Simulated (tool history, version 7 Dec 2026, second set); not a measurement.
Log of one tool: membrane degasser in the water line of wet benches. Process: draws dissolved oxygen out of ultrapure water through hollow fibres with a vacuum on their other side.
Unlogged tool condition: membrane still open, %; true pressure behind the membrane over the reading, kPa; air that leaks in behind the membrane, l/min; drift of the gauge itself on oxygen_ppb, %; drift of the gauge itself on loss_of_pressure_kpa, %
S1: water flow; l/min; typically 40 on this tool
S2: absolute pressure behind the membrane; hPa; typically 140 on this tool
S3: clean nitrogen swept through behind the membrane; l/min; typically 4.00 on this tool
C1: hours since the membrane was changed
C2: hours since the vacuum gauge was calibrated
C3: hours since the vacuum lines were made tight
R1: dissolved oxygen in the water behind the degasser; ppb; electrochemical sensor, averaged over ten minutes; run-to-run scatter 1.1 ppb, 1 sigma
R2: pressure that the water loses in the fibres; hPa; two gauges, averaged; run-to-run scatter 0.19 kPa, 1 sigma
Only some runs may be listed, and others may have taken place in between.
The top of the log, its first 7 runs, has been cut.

run 8 hour=357.2 | S1=36 S2=140 S3=11.20 | C1=1254 C2=2097 C3=5283 | R1=87.7 R2=339.0
run 9 hour=393.2 | S1=25 S2=140 S3=4.00 | C1=1290 C2=2133 C3=5319 | R1=161.2 R2=236.4
run 10 hour=455.1 | S1=25 S2=140 S3=4.00 | C1=1351 C2=2195 C3=5381 | R1=160.8 R2=236.5
run 11 hour=501.7 | S1=25 S2=140 S3=4.00 | C1=1398 C2=2241 C3=5427 | R1=161.1 R2=236.4
run 12 hour=545.9 | S1=25 S2=140 S3=4.00 | C1=1442 C2=2286 C3=5472 | R1=160.9 R2=233.8
run 13 hour=599.6 | S1=25 S2=140 S3=4.00 | C1=1496 C2=2339 C3=5525 | R1=160.5 R2=239.8
run 14 hour=664.6 | S1=25 S2=140 S3=4.00 | C1=1561 C2=2404 C3=5590 | R1=160.5 R2=236.6
run 15 hour=723.8 | S1=25 S2=140 S3=4.00 | C1=1620 C2=2463 C3=5649 | R1=160.7 R2=235.3
run 16 hour=791.6 | S1=40 S2=140 S3=4.00 | C1=1688 C2=2531 C3=5717 | R1=251.3 R2=377.7
run 17 hour=855.9 | S1=55 S2=140 S3=8.07 | C1=1752 C2=2596 C3=5781 | R1=185.9 R2=522.1
run 18 hour=899.7 | S1=51 S2=287 S3=6.10 | C1=1796 C2=2639 C3=5825 | R1=490.7 R2=485.2
run 19 hour=933.2 | S1=56 S2=200 S3=5.62 | C1=1829 C2=2673 C3=5859 | R1=390.3 R2=530.3
run 20 hour=991.6 | S1=56 S2=200 S3=5.21 | C1=1888 C2=2731 C3=5917 | R1=412.6 R2=530.3
run 21 hour=1030.2 | S1=56 S2=200 S3=5.21 | C1=1927 C2=2770 C3=5956 | R1=419.2 R2=527.2
run 22 hour=1089.7 | S1=56 S2=200 S3=5.21 | C1=1986 C2=2829 C3=6015 | R1=417.6 R2=529.9
run 23 hour=1132.9 | S1=56 S2=200 S3=5.21 | C1=2029 C2=2873 C3=6058 | R1=420.1 R2=532.4
run 24 hour=1177.6 | S1=56 S2=200 S3=5.21 | C1=2074 C2=2917 C3=6103 | R1=418.8 R2=532.1
run 25 hour=1241.4 | S1=56 S2=200 S3=5.21 | C1=2138 C2=2981 C3=6167 | R1=418.7 R2=525.1
run 26 hour=1281.3 | S1=30 S2=98 S3=5.21 | C1=2178 C2=3021 C3=6207 | R1=93.0 R2=283.8
run 27 hour=1334.2 | S1=30 S2=98 S3=5.21 | C1=2231 C2=3074 C3=6260 | R1=92.5 R2=284.1
run 28 hour=1383.5 | S1=27 S2=349 S3=5.21 | C1=2280 C2=3123 C3=6309 | R1=379.1 R2=258.3
run 29 hour=1453.7 | S1=31 S2=106 S3=4.01 | C1=2350 C2=3193 C3=6379 | R1=136.4 R2=292.9
run 30 hour=1498.1 | S1=54 S2=106 S3=4.01 | C1=2394 C2=3238 C3=6424 | R1=235.4 R2=510.6
run 31 hour=1531.7 | S1=54 S2=106 S3=4.01 | C1=2428 C2=3271 C3=6457 | R1=236.2 R2=507.7
-- hour=1542.7 seals of the vacuum lines changed
run 32 hour=1570.5 | S1=38 S2=140 S3=6.91 | C1=2465 C2=3308 C3=28 | R1=144.8 R2=359.3

4 ways to go on from here, each from the tool as it stands after run 32. What would each give?
run A hour=1639.4 | S1=38 S2=264 S3=6.91 | C1=2534 C2=3377 C3=97 | R1=? R2=?
run B hour=1639.4 | S1=61 S2=297 S3=6.29 | C1=2534 C2=3377 C3=97 | R1=? R2=?
run C hour=1639.4 | S1=40 S2=140 S3=7.99 | C1=2534 C2=3377 C3=97 | R1=? R2=?
run D hour=1639.4 | S1=31 S2=131 S3=4.00 | C1=2534 C2=3377 C3=97 | R1=? R2=?

run=A R1=300.9 R2=358.8
run=B R1=581.9 R2=576.8
run=C R1=133.6 R2=380.6
run=D R1=180.5 R2=294.3
What these runs would have given with no unlogged condition in the tool:
run=A R1=300.9 R2=358.6
run=B R1=581.8 R2=576.6
run=C R1=133.5 R2=380.4
run=D R1=180.4 R2=294.2

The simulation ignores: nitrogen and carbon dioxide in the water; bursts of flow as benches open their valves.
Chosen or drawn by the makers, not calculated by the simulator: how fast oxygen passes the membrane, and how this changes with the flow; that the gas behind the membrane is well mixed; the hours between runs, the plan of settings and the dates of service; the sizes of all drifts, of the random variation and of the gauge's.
